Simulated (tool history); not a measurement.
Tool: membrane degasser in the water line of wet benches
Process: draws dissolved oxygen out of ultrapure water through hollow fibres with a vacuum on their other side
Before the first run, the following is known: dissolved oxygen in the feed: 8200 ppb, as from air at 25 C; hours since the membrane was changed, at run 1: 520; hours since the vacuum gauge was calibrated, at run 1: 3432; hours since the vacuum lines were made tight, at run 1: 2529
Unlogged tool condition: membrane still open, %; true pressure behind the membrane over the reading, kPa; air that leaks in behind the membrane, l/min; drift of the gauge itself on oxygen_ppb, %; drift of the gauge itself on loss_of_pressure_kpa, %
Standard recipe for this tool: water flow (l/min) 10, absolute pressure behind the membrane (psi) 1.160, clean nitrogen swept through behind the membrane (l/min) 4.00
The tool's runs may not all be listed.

run    hour  water flow (l/min)  absolute pressure behind the membrane (psi)  clean nitrogen swept through behind the membrane (l/min)  hours since the membrane was changed  hours since the vacuum gauge was calibrated  hours since the vacuum lines were made tight  dissolved oxygen in the water behind the degasser (ppb)  pressure that the water loses in the fibres (psi)
  1     0.0                  10                                        1.160                                                      4.00                                   520                                         3432                                          2529                                                     33.3                                              7.884
  2   229.9                  10                                        1.160                                                      2.02                                   749                                         3662                                          2759                                                     62.9                                              7.838
  3   360.7                  10                                        1.160                                                      2.02                                   880                                         3792                                          2890                                                     63.2                                              7.826
  4   634.6                  10                                        1.160                                                      4.00                                  1154                                         4066                                          3164                                                     33.7                                              7.841
  5   826.1                  10                                        1.160                                                      4.00                                  1346                                         4258                                          3355                                                     33.9                                              7.877
  6  1109.8                  10                                        2.709                                                      4.00                                  1629                                         4542                                          3639                                                    100.8                                              7.923
  7  1401.9                  10                                        2.709                                                      4.00                                  1921                                         4834                                          3931                                                    100.9                                              7.861
  8  1666.9                  10                                        2.709                                                      4.00                                  2186                                         5099                                          4196                                                    100.0                                              7.880
  9  1855.6                  10                                        2.709                                                      4.00                                  2375                                         5287                                          4385                                                    101.6                                              7.934
 10  2152.3                  10                                        1.160                                                      4.00                                  2672                                         5584                                          4681                                                     35.0                                              7.984
     2179.1  -- vacuum gauge calibrated
 11  2418.6                  10                                        1.160                                                      4.00                                  2938                                          240                                          4947                                                     35.0                                              7.934
     2620.6  -- vacuum gauge calibrated, once more
 12  2710.0                  10                                        1.160                                                      4.00                                  3228                                           89                                          5238                                                     33.2                                              7.913
 13  2927.3                  11                                        1.160                                                      2.83                                  3446                                          307                                          5455                                                     51.0                                              8.746
 14  3087.9                   9                                        1.160                                                      4.41                                  3606                                          467                                          5616                                                     26.4                                              7.118
 15  3349.0                   7                                        2.870                                                      6.56                                  3868                                          728                                          5877                                                     46.7                                              5.561
 16  3616.6                   7                                        2.870                                                      6.56                                  4135                                          996                                          6145                                                     46.8                                              5.535
 17  3825.3                   8                                        2.870                                                      3.55                                  4344                                         1205                                          6353                                                     96.7                                              6.354
 18  4005.6                   8                                        2.870                                                      3.55                                  4524                                         1385                                          6534                                                     97.0                                              6.376
 19  4156.0                   8                                        2.870                                                      3.55                                  4675                                         1535                                          6684                                                     96.1                                              6.379
 20  4310.3                  11                                        0.914                                                      3.78                                  4829                                         1690                                          6838                                                     27.8                                              8.744
 21  4502.0                   9                                        0.702                                                      4.19                                  5020                                         1881                                          7030                                                     10.5                                              7.147
 22  4653.2                   8                                        1.153                                                      4.10                                  5172                                         2033                                          7181                                                     25.4                                              6.364
 23  4824.4                   8                                        1.153                                                      4.10                                  5343                                         2204                                          7352                                                     25.5                                              6.396

Below are 4 alternative next runs, each starting from the tool's condition after run 23. Predict each:
  A  5103.6                  10                                        1.271                                                      4.00                                  5622                                         2483                                          7631                                                        ?                                                  ?
  B  5103.6                   9                                        1.153                                                      8.49                                  5622                                         2483                                          7631                                                        ?                                                  ?
  C  5103.6                   8                                        0.751                                                      4.10                                  5622                                         2483                                          7631                                                        ?                                                  ?
  D  5103.6                  10                                        0.947                                                     11.99                                  5622                                         2483                                          7631                                                        ?                                                  ?

run  dissolved oxygen in the water behind the degasser (ppb)  pressure that the water loses in the fibres (psi)
  A                                                     38.7                                              7.951
  B                                                     14.6                                              7.197
  C                                                     11.1                                              6.328
  D                                                      9.9                                              8.022
What these runs would have given with no unlogged condition in the tool:
run  dissolved oxygen in the water behind the degasser (ppb)  pressure that the water loses in the fibres (psi)
  A                                                     36.7                                              7.820
  B                                                     13.7                                              7.079
  C                                                     10.3                                              6.224
  D                                                      9.1                                              7.892
